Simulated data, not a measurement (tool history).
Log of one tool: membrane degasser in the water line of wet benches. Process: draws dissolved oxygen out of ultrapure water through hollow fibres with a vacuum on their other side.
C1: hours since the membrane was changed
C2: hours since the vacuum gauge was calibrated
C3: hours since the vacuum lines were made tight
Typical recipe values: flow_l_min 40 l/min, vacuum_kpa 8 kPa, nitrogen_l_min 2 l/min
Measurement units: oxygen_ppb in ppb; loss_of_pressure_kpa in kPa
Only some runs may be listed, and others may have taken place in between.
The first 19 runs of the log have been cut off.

{"run": 20, "hour": 2256.7, "flow_l_min": 29, "vacuum_kpa": 9.81, "nitrogen_l_min": 1.15, "C1": 290, "C2": 679, "C3": 2181, "oxygen_ppb": 472.1, "loss_of_pressure_kpa": 18.61}
{"run": 21, "hour": 2369.2, "flow_l_min": 61, "vacuum_kpa": 8.91, "nitrogen_l_min": 1.08, "C1": 402, "C2": 791, "C3": 2294, "oxygen_ppb": 1286.5, "loss_of_pressure_kpa": 39.27}
{"run": 22, "hour": 2464.0, "flow_l_min": 62, "vacuum_kpa": 15.61, "nitrogen_l_min": 2.91, "C1": 497, "C2": 886, "C3": 2389, "oxygen_ppb": 1259.1, "loss_of_pressure_kpa": 40.14}
{"run": 23, "hour": 2592.8, "flow_l_min": 62, "vacuum_kpa": 15.61, "nitrogen_l_min": 2.91, "C1": 626, "C2": 1015, "C3": 2517, "oxygen_ppb": 1289.2, "loss_of_pressure_kpa": 40}
{"run": 24, "hour": 2696.3, "flow_l_min": 62, "vacuum_kpa": 15.61, "nitrogen_l_min": 2.91, "C1": 730, "C2": 1119, "C3": 2621, "oxygen_ppb": 1291.7, "loss_of_pressure_kpa": 39.79}
{"run": 25, "hour": 2774.6, "flow_l_min": 50, "vacuum_kpa": 8, "nitrogen_l_min": 2, "C1": 808, "C2": 1197, "C3": 2699, "oxygen_ppb": 777, "loss_of_pressure_kpa": 32.38}
{"run": 26, "hour": 2955.4, "flow_l_min": 50, "vacuum_kpa": 8, "nitrogen_l_min": 2, "C1": 989, "C2": 1378, "C3": 2880, "oxygen_ppb": 770.7, "loss_of_pressure_kpa": 32.42}
{"run": 27, "hour": 3131.9, "flow_l_min": 25, "vacuum_kpa": 15.24, "nitrogen_l_min": 2, "C1": 1165, "C2": 1554, "C3": 3057, "oxygen_ppb": 409.9, "loss_of_pressure_kpa": 16.25}
{"run": 28, "hour": 3215.4, "flow_l_min": 29, "vacuum_kpa": 5.55, "nitrogen_l_min": 2, "C1": 1249, "C2": 1638, "C3": 3140, "oxygen_ppb": 212.8, "loss_of_pressure_kpa": 18.94}
{"run": 29, "hour": 3325.1, "flow_l_min": 38, "vacuum_kpa": 5.73, "nitrogen_l_min": 5.67, "C1": 1358, "C2": 1747, "C3": 3250, "oxygen_ppb": 333.1, "loss_of_pressure_kpa": 24.74}
{"run": 30, "hour": 3486.3, "flow_l_min": 45, "vacuum_kpa": 7.17, "nitrogen_l_min": 2.75, "C1": 1519, "C2": 1908, "C3": 3411, "oxygen_ppb": 580.1, "loss_of_pressure_kpa": 29.49}
{"run": 31, "hour": 3572.1, "flow_l_min": 58, "vacuum_kpa": 8.59, "nitrogen_l_min": 3.37, "C1": 1605, "C2": 1994, "C3": 3497, "oxygen_ppb": 915.5, "loss_of_pressure_kpa": 37.68}
{"run": 32, "hour": 3651.5, "flow_l_min": 58, "vacuum_kpa": 8.59, "nitrogen_l_min": 3.37, "C1": 1685, "C2": 2074, "C3": 3576, "oxygen_ppb": 921.3, "loss_of_pressure_kpa": 37.71}

Below are 3 alternative next runs, each starting from the tool's condition after run 32. Predict each:
{"run": "A", "hour": 3813.9, "flow_l_min": 58, "vacuum_kpa": 10.11, "nitrogen_l_min": 1.18, "C1": 1847, "C2": 2236, "C3": 3739, "oxygen_ppb": "?", "loss_of_pressure_kpa": "?"}
{"run": "B", "hour": 3813.9, "flow_l_min": 40, "vacuum_kpa": 5.91, "nitrogen_l_min": 4.44, "C1": 1847, "C2": 2236, "C3": 3739, "oxygen_ppb": "?", "loss_of_pressure_kpa": "?"}
{"run": "C", "hour": 3813.9, "flow_l_min": 36, "vacuum_kpa": 17.1, "nitrogen_l_min": 2.33, "C1": 1847, "C2": 2236, "C3": 3739, "oxygen_ppb": "?", "loss_of_pressure_kpa": "?"}

run=A oxygen_ppb=1268.5 loss_of_pressure_kpa=38
run=B oxygen_ppb=397.9 loss_of_pressure_kpa=26.22
run=C oxygen_ppb=719.4 loss_of_pressure_kpa=23.46
Take away the tool's hidden state, keep each run's random variation, and the runs would have read:
run=A oxygen_ppb=1245.1 loss_of_pressure_kpa=37.46
run=B oxygen_ppb=381.4 loss_of_pressure_kpa=25.85
run=C oxygen_ppb=700.6 loss_of_pressure_kpa=23.12

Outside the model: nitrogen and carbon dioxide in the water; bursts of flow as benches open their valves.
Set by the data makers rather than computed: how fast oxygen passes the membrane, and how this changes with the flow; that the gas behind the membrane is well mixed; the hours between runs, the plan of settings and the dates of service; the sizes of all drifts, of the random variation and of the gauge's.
